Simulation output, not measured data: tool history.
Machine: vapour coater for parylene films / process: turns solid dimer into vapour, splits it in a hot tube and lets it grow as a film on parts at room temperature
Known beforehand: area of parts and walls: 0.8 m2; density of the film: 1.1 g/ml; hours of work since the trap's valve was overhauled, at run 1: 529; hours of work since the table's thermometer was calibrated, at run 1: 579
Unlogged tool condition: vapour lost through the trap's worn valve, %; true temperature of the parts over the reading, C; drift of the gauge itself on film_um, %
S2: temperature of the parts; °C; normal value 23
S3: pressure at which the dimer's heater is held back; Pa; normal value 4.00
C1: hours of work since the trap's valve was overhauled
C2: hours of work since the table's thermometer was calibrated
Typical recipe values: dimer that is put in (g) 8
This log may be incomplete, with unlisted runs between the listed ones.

{"run": 1, "hour": 0.0, "dimer that is put in (g)": 8, "S2": 23, "S3": 4.0, "C1": 529, "C2": 579, "thickness of the film (um)": 4.67}
{"run": 2, "hour": 15.6, "dimer that is put in (g)": 8, "S2": 23, "S3": 4.0, "C1": 541, "C2": 591, "thickness of the film (um)": 4.69}
{"run": 3, "hour": 29.9, "dimer that is put in (g)": 7, "S2": 23, "S3": 4.0, "C1": 553, "C2": 603, "thickness of the film (um)": 4.1}
{"run": 4, "hour": 47.9, "dimer that is put in (g)": 7, "S2": 23, "S3": 4.0, "C1": 567, "C2": 617, "thickness of the film (um)": 4.05}
{"run": 5, "hour": 68.6, "dimer that is put in (g)": 8, "S2": 23, "S3": 4.0, "C1": 584, "C2": 634, "thickness of the film (um)": 4.67}
{"run": 6, "hour": 82.8, "dimer that is put in (g)": 8, "S2": 23, "S3": 4.0, "C1": 595, "C2": 646, "thickness of the film (um)": 4.61}
{"run": 7, "hour": 104.4, "dimer that is put in (g)": 8, "S2": 31, "S3": 4.0, "C1": 613, "C2": 663, "thickness of the film (um)": 3.8}
{"hour": 110.6, "done": "trap's valve overhauled"}
{"run": 8, "hour": 129.9, "dimer that is put in (g)": 8, "S2": 23, "S3": 4.0, "C1": 15, "C2": 680, "thickness of the film (um)": 5.12}
{"run": 9, "hour": 156.4, "dimer that is put in (g)": 8, "S2": 23, "S3": 4.0, "C1": 37, "C2": 702, "thickness of the film (um)": 5.15}
{"run": 10, "hour": 177.8, "dimer that is put in (g)": 8, "S2": 23, "S3": 4.0, "C1": 54, "C2": 719, "thickness of the film (um)": 5.12}
{"run": 11, "hour": 208.6, "dimer that is put in (g)": 12, "S2": 23, "S3": 4.0, "C1": 79, "C2": 743, "thickness of the film (um)": 7.59}
{"run": 12, "hour": 224.1, "dimer that is put in (g)": 13, "S2": 23, "S3": 4.0, "C1": 91, "C2": 756, "thickness of the film (um)": 8.22}
{"run": 13, "hour": 240.7, "dimer that is put in (g)": 13, "S2": 23, "S3": 4.0, "C1": 105, "C2": 769, "thickness of the film (um)": 8.18}
{"run": 14, "hour": 268.7, "dimer that is put in (g)": 13, "S2": 23, "S3": 4.0, "C1": 127, "C2": 792, "thickness of the film (um)": 8.16}
{"run": 15, "hour": 284.5, "dimer that is put in (g)": 13, "S2": 23, "S3": 4.0, "C1": 140, "C2": 804, "thickness of the film (um)": 8.29}
{"run": 16, "hour": 303.8, "dimer that is put in (g)": 6, "S2": 23, "S3": 4.0, "C1": 155, "C2": 820, "thickness of the film (um)": 3.76}
{"run": 17, "hour": 321.3, "dimer that is put in (g)": 8, "S2": 21, "S3": 4.0, "C1": 169, "C2": 834, "thickness of the film (um)": 5.25}
{"run": 18, "hour": 338.1, "dimer that is put in (g)": 8, "S2": 21, "S3": 4.0, "C1": 183, "C2": 848, "thickness of the film (um)": 5.23}
{"run": 19, "hour": 368.3, "dimer that is put in (g)": 8, "S2": 26, "S3": 4.0, "C1": 207, "C2": 872, "thickness of the film (um)": 4.53}
{"run": 20, "hour": 387.9, "dimer that is put in (g)": 3, "S2": 26, "S3": 4.0, "C1": 223, "C2": 888, "thickness of the film (um)": 1.75}
{"run": 21, "hour": 407.8, "dimer that is put in (g)": 8, "S2": 23, "S3": 4.0, "C1": 239, "C2": 904, "thickness of the film (um)": 4.85}
{"run": 22, "hour": 437.4, "dimer that is put in (g)": 8, "S2": 23, "S3": 4.0, "C1": 263, "C2": 927, "thickness of the film (um)": 4.92}
{"run": 23, "hour": 461.5, "dimer that is put in (g)": 5, "S2": 23, "S3": 4.0, "C1": 282, "C2": 947, "thickness of the film (um)": 3.08}
{"run": 24, "hour": 476.1, "dimer that is put in (g)": 5, "S2": 23, "S3": 4.0, "C1": 294, "C2": 959, "thickness of the film (um)": 3.06}
{"run": 25, "hour": 505.3, "dimer that is put in (g)": 5, "S2": 18, "S3": 9.92, "C1": 317, "C2": 982, "thickness of the film (um)": 3.25}
{"run": 26, "hour": 525.5, "dimer that is put in (g)": 10, "S2": 17, "S3": 6.5, "C1": 334, "C2": 998, "thickness of the film (um)": 6.85}
{"run": 27, "hour": 554.0, "dimer that is put in (g)": 10, "S2": 34, "S3": 6.5, "C1": 357, "C2": 1021, "thickness of the film (um)": 4.45}
{"run": 28, "hour": 586.8, "dimer that is put in (g)": 3, "S2": 34, "S3": 5.82, "C1": 383, "C2": 1048, "thickness of the film (um)": 1.35}
{"run": 29, "hour": 618.3, "dimer that is put in (g)": 13, "S2": 29, "S3": 5.82, "C1": 408, "C2": 1073, "thickness of the film (um)": 6.53}
{"run": 30, "hour": 649.0, "dimer that is put in (g)": 7, "S2": 29, "S3": 5.82, "C1": 433, "C2": 1098, "thickness of the film (um)": 3.49}
{"run": 31, "hour": 672.6, "dimer that is put in (g)": 4, "S2": 17, "S3": 2.48, "C1": 452, "C2": 1117, "thickness of the film (um)": 2.86}
{"run": 32, "hour": 689.5, "dimer that is put in (g)": 4, "S2": 28, "S3": 10.63, "C1": 466, "C2": 1130, "thickness of the film (um)": 1.99}
{"run": 33, "hour": 720.0, "dimer that is put in (g)": 4, "S2": 28, "S3": 10.63, "C1": 490, "C2": 1155, "thickness of the film (um)": 2.0}
{"run": 34, "hour": 744.3, "dimer that is put in (g)": 9, "S2": 17, "S3": 2.05, "C1": 510, "C2": 1174, "thickness of the film (um)": 6.42}
{"run": 35, "hour": 767.4, "dimer that is put in (g)": 12, "S2": 23, "S3": 4.0, "C1": 528, "C2": 1193, "thickness of the film (um)": 7.02}
{"run": 36, "hour": 782.3, "dimer that is put in (g)": 14, "S2": 23, "S3": 4.0, "C1": 540, "C2": 1205, "thickness of the film (um)": 8.22}
{"run": 37, "hour": 812.8, "dimer that is put in (g)": 5, "S2": 34, "S3": 9.09, "C1": 565, "C2": 1229, "thickness of the film (um)": 2.11}
{"run": 38, "hour": 826.4, "dimer that is put in (g)": 5, "S2": 34, "S3": 9.09, "C1": 576, "C2": 1240, "thickness of the film (um)": 2.08}
{"run": 39, "hour": 853.8, "dimer that is put in (g)": 7, "S2": 16, "S3": 2.13, "C1": 598, "C2": 1262, "thickness of the film (um)": 5.06}
{"hour": 877.4, "done": "trap's valve overhauled"}
{"run": 40, "hour": 888.9, "dimer that is put in (g)": 6, "S2": 16, "S3": 9.19, "C1": 9, "C2": 1287, "thickness of the film (um)": 4.39}
{"run": 41, "hour": 915.8, "dimer that is put in (g)": 5, "S2": 23, "S3": 4.0, "C1": 31, "C2": 1309, "thickness of the film (um)": 3.2}
{"run": 42, "hour": 936.1, "dimer that is put in (g)": 7, "S2": 18, "S3": 3.45, "C1": 47, "C2": 1325, "thickness of the film (um)": 5.16}
{"run": 43, "hour": 961.2, "dimer that is put in (g)": 6, "S2": 23, "S3": 5.8, "C1": 67, "C2": 1346, "thickness of the film (um)": 3.74}
{"run": 44, "hour": 993.9, "dimer that is put in (g)": 6, "S2": 23, "S3": 5.8, "C1": 94, "C2": 1372, "thickness of the film (um)": 3.76}
{"run": 45, "hour": 1008.9, "dimer that is put in (g)": 4, "S2": 20, "S3": 7.74, "C1": 106, "C2": 1384, "thickness of the film (um)": 2.6}
{"run": 46, "hour": 1024.0, "dimer that is put in (g)": 4, "S2": 23, "S3": 5.59, "C1": 118, "C2": 1396, "thickness of the film (um)": 2.53}

Consider 4 possible next runs. They are alternatives, not a sequence: every one starts from the tool as it was left by run 46. What does each give?
{"run": "A", "hour": 1043.2, "dimer that is put in (g)": 9, "S2": 24, "S3": 6.28, "C1": 133, "C2": 1411, "thickness of the film (um)": "?"}
{"run": "B", "hour": 1043.2, "dimer that is put in (g)": 7, "S2": 24, "S3": 8.31, "C1": 133, "C2": 1411, "thickness of the film (um)": "?"}
{"run": "C", "hour": 1043.2, "dimer that is put in (g)": 8, "S2": 29, "S3": 4.0, "C1": 133, "C2": 1411, "thickness of the film (um)": "?"}
{"run": "D", "hour": 1043.2, "dimer that is put in (g)": 4, "S2": 16, "S3": 7.87, "C1": 133, "C2": 1411, "thickness of the film (um)": "?"}

run=A thickness_of_the_film_(um)=5.33
run=B thickness_of_the_film_(um)=4.08
run=C thickness_of_the_film_(um)=4.37
run=D thickness_of_the_film_(um)=2.88
Had the tool no hidden state, the same runs would have come out as:
run=A thickness_of_the_film_(um)=5.38
run=B thickness_of_the_film_(um)=4.11
run=C thickness_of_the_film_(um)=4.42
run=D thickness_of_the_film_(um)=2.91
